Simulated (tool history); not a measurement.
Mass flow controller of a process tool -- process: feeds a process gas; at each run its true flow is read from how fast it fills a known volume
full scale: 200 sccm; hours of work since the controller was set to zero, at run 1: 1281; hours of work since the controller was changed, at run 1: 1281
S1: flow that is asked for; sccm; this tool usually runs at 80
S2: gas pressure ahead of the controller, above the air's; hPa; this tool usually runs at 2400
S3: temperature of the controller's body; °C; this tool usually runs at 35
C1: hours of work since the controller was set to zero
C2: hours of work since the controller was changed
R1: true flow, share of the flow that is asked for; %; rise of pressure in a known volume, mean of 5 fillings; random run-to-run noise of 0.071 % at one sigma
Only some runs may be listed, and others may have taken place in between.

run	hour	S1	S2	S3	C1	C2	R1
1	0	80	2400	35	1281	1281	99.71
2	117.4	80	2400	35	1365	1365	99.61
3	241.1	80	2400	35	1453	1453	99.53
4	330.1	80	2400	35	1516	1516	99.63
5	437.6	80	2200	35	1593	1593	99.56
6	593	80	2200	35	1704	1704	99.45
7	669.6	137	2200	35	1758	1758	99.95
8	776	44	1920	34	1834	1834	99.06
9	899.2	52	2400	35	1922	1922	99.43
10	1014.2	80	2000	26	2004	2004	98.98
11	1107.8	80	1830	23	2071	2071	98.67
12	1209	80	1830	23	2143	2143	98.77
13	1358.5	80	2570	26	2250	2250	99.34

Each row is a separate what-if for the run after 13, all from the same tool condition, not one after another. Results?
A	1524.2	65	2170	30	2368	2368	?
B	1524.2	83	2570	26	2368	2368	?
C	1524.2	51	2400	20	2368	2368	?

run	R1
A	99.12
B	99.48
C	98.65
Stripped of hidden state, with their random variation kept, the same runs would have yielded:
run	R1
A	99.11
B	99.47
C	98.64
